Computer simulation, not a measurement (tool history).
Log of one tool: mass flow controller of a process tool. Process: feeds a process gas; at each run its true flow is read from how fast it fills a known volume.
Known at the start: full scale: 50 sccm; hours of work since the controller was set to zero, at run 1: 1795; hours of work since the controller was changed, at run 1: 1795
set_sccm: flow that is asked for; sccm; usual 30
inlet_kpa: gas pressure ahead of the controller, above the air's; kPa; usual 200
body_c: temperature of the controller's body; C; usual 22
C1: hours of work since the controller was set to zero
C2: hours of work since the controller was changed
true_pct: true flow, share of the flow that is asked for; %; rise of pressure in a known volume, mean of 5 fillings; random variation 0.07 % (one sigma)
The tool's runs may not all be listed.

Run 1, hour 0.0: usual settings; C1 1795; C2 1795. Result: true_pct 100.12 %.
Run 2, hour 238.2: usual settings; C1 1907; C2 1907. Result: true_pct 100.19 %.
Run 3, hour 482.3: usual settings; C1 2021; C2 2021. Result: true_pct 100.38 %.
Run 4, hour 622.1: usual settings; C1 2087; C2 2087. Result: true_pct 100.36 %.
Run 5, hour 772.9: usual settings but inlet_kpa 169 kPa; C1 2158; C2 2158. Result: true_pct 100.09 %.
Run 6, hour 891.6: usual settings but inlet_kpa 169 kPa; C1 2214; C2 2214. Result: true_pct 100.29 %.
Run 7, hour 1060.9: usual settings but inlet_kpa 169 kPa; C1 2293; C2 2293. Result: true_pct 100.28 %.
Run 8, hour 1206.1: usual settings but inlet_kpa 169 kPa; C1 2361; C2 2361. Result: true_pct 100.21 %.
Run 9, hour 1425.7: usual settings; C1 2464; C2 2464. Result: true_pct 100.62 %.
Run 10, hour 1657.0: usual settings; C1 2573; C2 2573. Result: true_pct 100.50 %.
Run 11, hour 1923.1: usual settings but set_sccm 49 sccm; C1 2698; C2 2698. Result: true_pct 101.21 %.
Run 12, hour 2192.6: usual settings; C1 2824; C2 2824. Result: true_pct 100.72 %.
Run 13, hour 2459.6: usual settings; C1 2950; C2 2950. Result: true_pct 100.84 %.
Run 14, hour 2629.6: usual settings; C1 3029; C2 3029. Result: true_pct 100.89 %.
Run 15, hour 2789.1: usual settings; C1 3104; C2 3104. Result: true_pct 100.99 %.
Run 16, hour 2965.0: usual settings; C1 3187; C2 3187. Result: true_pct 100.97 %.
Run 17, hour 3137.4: usual settings; C1 3268; C2 3268. Result: true_pct 101.04 %.
Run 18, hour 3343.9: usual settings; C1 3365; C2 3365. Result: true_pct 101.08 %.
Run 19, hour 3575.5: usual settings; C1 3474; C2 3474. Result: true_pct 101.18 %.
Run 20, hour 3692.1: usual settings but set_sccm 11 sccm; C1 3528; C2 3528. Result: true_pct 101.79 %.
Run 21, hour 3846.2: usual settings but set_sccm 11 sccm; C1 3601; C2 3601. Result: true_pct 102.01 %.
Run 22, hour 4065.1: usual settings; C1 3703; C2 3703. Result: true_pct 101.18 %.
Run 23, hour 4225.3: usual settings but inlet_kpa 258 kPa; C1 3779; C2 3779. Result: true_pct 101.69 %.
At hour 4248.9: controller's zero set anew.
Run 24, hour 4441.3: usual settings but inlet_kpa 258 kPa; C1 90; C2 3880. Result: true_pct 101.98 %.
Run 25, hour 4614.3: usual settings but inlet_kpa 258 kPa; C1 172; C2 3961. Result: true_pct 101.98 %.
Run 26, hour 4863.2: usual settings but inlet_kpa 258 kPa; C1 288; C2 4078. Result: true_pct 102.12 %.
Run 27, hour 5039.0: usual settings but inlet_kpa 191 kPa, body_c 28 C; C1 371; C2 4160. Result: true_pct 101.83 %.
Run 28, hour 5182.3: usual settings but set_sccm 16 sccm, inlet_kpa 233 kPa, body_c 28 C; C1 438; C2 4228. Result: true_pct 102.77 %.
Run 29, hour 5409.6: usual settings but set_sccm 8 sccm, inlet_kpa 202 kPa, body_c 25 C; C1 545; C2 4334. Result: true_pct 104.24 %.
At hour 5434.9: controller's zero set anew, once more.
Run 30, hour 5543.0: usual settings but body_c 32 C; C1 51; C2 4397. Result: true_pct 101.06 %.
Run 31, hour 5711.7: usual settings but set_sccm 28 sccm, body_c 20 C; C1 130; C2 4476. Result: true_pct 100.45 %.
Run 32, hour 5920.0: usual settings but set_sccm 32 sccm, inlet_kpa 231 kPa, body_c 20 C; C1 228; C2 4574. Result: true_pct 100.86 %.
Run 33, hour 6137.5: usual settings but set_sccm 32 sccm, inlet_kpa 231 kPa, body_c 20 C; C1 330; C2 4676. Result: true_pct 101.09 %.
Run 34, hour 6275.3: usual settings but inlet_kpa 222 kPa; C1 395; C2 4740. Result: true_pct 100.97 %.
Run 35, hour 6508.1: usual settings but set_sccm 9 sccm, inlet_kpa 247 kPa; C1 504; C2 4850. Result: true_pct 100.88 %.
Run 36, hour 6661.3: usual settings but set_sccm 9 sccm, inlet_kpa 247 kPa; C1 576; C2 4922. Result: true_pct 100.89 %.
Run 37, hour 6908.9: usual settings but set_sccm 5 sccm, inlet_kpa 210 kPa; C1 692; C2 5038. Result: true_pct 101.27 %.
Run 38, hour 7070.6: usual settings but set_sccm 8 sccm, body_c 25 C; C1 768; C2 5114. Result: true_pct 100.82 %.
Run 39, hour 7341.2: usual settings but set_sccm 19 sccm, inlet_kpa 230 kPa, body_c 30 C; C1 895; C2 5241. Result: true_pct 101.43 %.
Run 40, hour 7609.3: usual settings but set_sccm 17 sccm, inlet_kpa 199 kPa, body_c 26 C; C1 1021; C2 5367. Result: true_pct 100.99 %.
Run 41, hour 7806.7: usual settings but set_sccm 16 sccm, inlet_kpa 185 kPa, body_c 39 C; C1 1113; C2 5459. Result: true_pct 101.63 %.
Run 42, hour 8019.4: usual settings but set_sccm 16 sccm, inlet_kpa 186 kPa, body_c 20 C; C1 1213; C2 5559. Result: true_pct 100.83 %.
Run 43, hour 8141.0: usual settings but set_sccm 12 sccm, inlet_kpa 151 kPa, body_c 20 C; C1 1270; C2 5616. Result: true_pct 100.70 %.
Run 44, hour 8291.9: usual settings but body_c 31 C; C1 1341; C2 5687. Result: true_pct 101.94 %.
Run 45, hour 8427.1: usual settings but set_sccm 26 sccm, inlet_kpa 209 kPa, body_c 32 C; C1 1405; C2 5751. Result: true_pct 101.86 %.
Run 46, hour 8630.8: usual settings but set_sccm 8 sccm, inlet_kpa 265 kPa; C1 1500; C2 5846. Result: true_pct 102.12 %.
Run 47, hour 8749.3: usual settings but set_sccm 8 sccm, inlet_kpa 265 kPa; C1 1556; C2 5902. Result: true_pct 102.20 %.

Measured less the same run without the tool's hidden state. The same run-to-run variation is in both; the gauge's scatter may not be:
The hidden state here: flow at rest that the sensor doesn't see, % of full scale; true flow over the shown one, %; drift of the gauge itself on true_pct, %.
run  true_pct
  1     +1.14
  2     +1.21
  3     +1.27
  4     +1.31
  5     +1.35
  6     +1.38
  7     +1.42
  8     +1.45
  9     +1.51
 10     +1.57
 11     +1.38
 12     +1.70
 13     +1.76
 14     +1.81
 15     +1.85
 16     +1.89
 17     +1.93
 18     +1.99
 19     +2.05
 20     +3.49
 21     +3.57
 22     +2.17
 23     +2.22
 24     +2.46
 25     +2.50
 26     +2.56
 27     +2.61
 28     +3.67
 29     +5.96
 30     +1.60
 31     +1.65
 32     +1.70
 33     +1.75
 34     +1.80
 35     +2.25
 36     +2.32
 37     +3.00
 38     +2.60
 39     +2.21
 40     +2.34
 41     +2.44
 42     +2.51
 43     +2.76
 44     +2.31
 45     +2.39
 46     +3.43
 47     +3.49
